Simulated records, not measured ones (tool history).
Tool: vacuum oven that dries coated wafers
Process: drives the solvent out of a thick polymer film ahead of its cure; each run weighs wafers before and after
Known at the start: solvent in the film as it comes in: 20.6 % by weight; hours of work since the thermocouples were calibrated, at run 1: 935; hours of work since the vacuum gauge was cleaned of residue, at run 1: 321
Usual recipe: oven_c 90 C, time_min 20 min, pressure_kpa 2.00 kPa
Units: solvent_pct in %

run    hour  oven_c  time_min  pressure_kpa  hours of work since the thermocouples were calibrated  hours of work since the vacuum gauge was cleaned of residue  solvent_pct
  1     0.0      90        20          2.00                                                    935                                                          321         5.22
  2    83.5      90        20          2.00                                                    983                                                          369         5.05
  3   178.8      87        20          2.00                                                   1037                                                          424         6.07
  4   227.1      90        20          2.00                                                   1065                                                          451         5.13
      249.7  -- oven's thermocouples calibrated
  5   301.1      90        20          2.00                                                     29                                                          493         5.13
  6   376.7      90        20          2.00                                                     73                                                          536         5.12
  7   463.9      90        20          2.00                                                    123                                                          586         5.09
  8   558.4      90        20          2.00                                                    177                                                          640         5.10
  9   637.1      85        20          2.00                                                    222                                                          685         6.69
 10   720.4      85        20          4.63                                                    270                                                          733         7.94
 11   837.9      85        20          4.63                                                    337                                                          800         8.11
 12   911.5      85        20          4.63                                                    379                                                          842         8.07
 13   988.7      90        20          1.80                                                    423                                                          886         5.05
 14  1075.0      91        20          2.00                                                    473                                                          936         4.78
 15  1142.8      91        20          2.00                                                    512                                                          975         4.81
 16  1208.9      91        20          2.00                                                    549                                                         1013         4.75
 17  1265.1      91        20          2.00                                                    582                                                         1045         4.81
 18  1369.6      90        20          4.17                                                    641                                                         1105         6.25
 19  1457.7      90        20          4.17                                                    692                                                         1155         6.30
 20  1530.9      76        20          4.17                                                    734                                                         1197        11.03
 21  1644.1      76        20          4.17                                                    799                                                         1262        10.83
 22  1761.7      90        35          2.00                                                    866                                                         1329         2.61
 23  1875.9      90        20          2.00                                                    931                                                         1395         5.02
 24  1988.9      90        20          2.00                                                    996                                                         1459         5.13
 25  2061.5      92        26          1.87                                                   1038                                                         1501         3.27
     2124.3  -- oven's thermocouples calibrated
 26  2158.9      92        26          1.87                                                     20                                                         1556         3.23
 27  2262.2      90        28          3.89                                                     79                                                         1615         4.38
 28  2353.5      79        34          2.00                                                    131                                                         1667         5.87
 29  2412.9      94        23          1.47                                                    165                                                         1701         3.10
 30  2480.3      81        20          2.06                                                    204                                                         1740         7.93
 31  2596.8      95        14          2.06                                                    271                                                         1806         5.67
 32  2674.0      77        20          2.00                                                    315                                                         1851         9.51
 33  2724.0      94        20          1.80                                                    344                                                         1879         3.92
 34  2816.5      77        10          6.95                                                    396                                                         1932        14.33
 35  2919.7      77        10          4.05                                                    456                                                         1991        13.57
 36  3034.2      81        10          2.63                                                    521                                                         2057        11.94
 37  3118.0      95        16          4.90                                                    569                                                         2105         6.01
 38  3180.7      77        17          2.00                                                    605                                                         2141        10.22
 39  3240.6      90        20          7.96                                                    639                                                         2175         7.79
 40  3350.8      78        36          7.96                                                    702                                                         2238        10.10
 41  3421.6      89        20          2.00                                                    743                                                         2279         5.54

What will run 42 give?
 42  3514.7      89        20          2.00                                                    796                                                         2332            ?

Run 42 measured solvent_pct 5.47 %.
Were there no unlogged condition in the tool, this run, its random variation unchanged, would have produced solvent_pct 5.43 %.
